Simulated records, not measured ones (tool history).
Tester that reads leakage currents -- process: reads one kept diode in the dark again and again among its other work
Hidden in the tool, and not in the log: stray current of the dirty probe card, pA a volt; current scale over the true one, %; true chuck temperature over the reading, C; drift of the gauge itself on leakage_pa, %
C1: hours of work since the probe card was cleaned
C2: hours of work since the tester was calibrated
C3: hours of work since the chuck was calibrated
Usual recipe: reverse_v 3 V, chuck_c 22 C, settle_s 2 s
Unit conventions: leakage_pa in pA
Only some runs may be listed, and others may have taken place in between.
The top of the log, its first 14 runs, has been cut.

{"run": 15, "hour": 327.7, "reverse_v": 3, "chuck_c": 22, "settle_s": 0.33, "C1": 516, "C2": 269, "C3": 269, "leakage_pa": 113.66}
{"run": 16, "hour": 342.5, "reverse_v": 3, "chuck_c": 22, "settle_s": 0.33, "C1": 524, "C2": 278, "C3": 278, "leakage_pa": 114.33}
{"run": 17, "hour": 363.4, "reverse_v": 3, "chuck_c": 22, "settle_s": 0.33, "C1": 537, "C2": 291, "C3": 291, "leakage_pa": 114.31}
{"run": 18, "hour": 391.8, "reverse_v": 3, "chuck_c": 22, "settle_s": 0.33, "C1": 554, "C2": 308, "C3": 308, "leakage_pa": 114.11}
{"run": 19, "hour": 407.4, "reverse_v": 3, "chuck_c": 22, "settle_s": 2, "C1": 563, "C2": 317, "C3": 317, "leakage_pa": 112.25}
{"run": 20, "hour": 422.3, "reverse_v": 3, "chuck_c": 22, "settle_s": 2, "C1": 572, "C2": 326, "C3": 326, "leakage_pa": 112}
{"run": 21, "hour": 447.9, "reverse_v": 3, "chuck_c": 22, "settle_s": 2, "C1": 587, "C2": 341, "C3": 341, "leakage_pa": 113.01}
{"run": 22, "hour": 462.0, "reverse_v": 3, "chuck_c": 22, "settle_s": 2, "C1": 596, "C2": 350, "C3": 350, "leakage_pa": 112.51}
{"run": 23, "hour": 486.4, "reverse_v": 2.61, "chuck_c": 24, "settle_s": 0.47, "C1": 610, "C2": 364, "C3": 364, "leakage_pa": 124.38}
{"run": 24, "hour": 507.6, "reverse_v": 3, "chuck_c": 51, "settle_s": 5.47, "C1": 623, "C2": 377, "C3": 377, "leakage_pa": 849.54}
{"run": 25, "hour": 526.0, "reverse_v": 1.8, "chuck_c": 27, "settle_s": 2, "C1": 634, "C2": 388, "C3": 388, "leakage_pa": 129.89}
{"run": 26, "hour": 544.3, "reverse_v": 1.8, "chuck_c": 27, "settle_s": 2, "C1": 645, "C2": 399, "C3": 399, "leakage_pa": 129.31}
{"run": 27, "hour": 558.6, "reverse_v": 1.8, "chuck_c": 27, "settle_s": 2, "C1": 654, "C2": 407, "C3": 407, "leakage_pa": 130.25}
{"run": 28, "hour": 577.3, "reverse_v": 1.8, "chuck_c": 27, "settle_s": 2, "C1": 665, "C2": 419, "C3": 419, "leakage_pa": 129.66}
{"run": 29, "hour": 599.0, "reverse_v": 1.64, "chuck_c": 27, "settle_s": 8.17, "C1": 678, "C2": 431, "C3": 431, "leakage_pa": 124.05}
{"hour": 603.6, "done": "probe card cleaned and baked"}
{"run": 30, "hour": 629.9, "reverse_v": 10.07, "chuck_c": 25, "settle_s": 2, "C1": 16, "C2": 448, "C3": 448, "leakage_pa": 251.56}
{"run": 31, "hour": 648.3, "reverse_v": 3.43, "chuck_c": 31, "settle_s": 2, "C1": 27, "C2": 459, "C3": 459, "leakage_pa": 235.95}
{"run": 32, "hour": 666.8, "reverse_v": 3.45, "chuck_c": 30, "settle_s": 2.29, "C1": 38, "C2": 470, "C3": 470, "leakage_pa": 220.43}
{"run": 33, "hour": 693.7, "reverse_v": 3.45, "chuck_c": 22, "settle_s": 2.99, "C1": 54, "C2": 486, "C3": 486, "leakage_pa": 121.8}

What does the tool deliver on the next run?
{"run": 34, "hour": 724.5, "reverse_v": 1.13, "chuck_c": 47, "settle_s": 2.28, "C1": 72, "C2": 505, "C3": 505, "leakage_pa": "?"}

leakage_pa: 423.93 pA
Were there no unlogged condition in the tool, this run, its random variation unchanged, would have produced leakage_pa 410.07 pA.
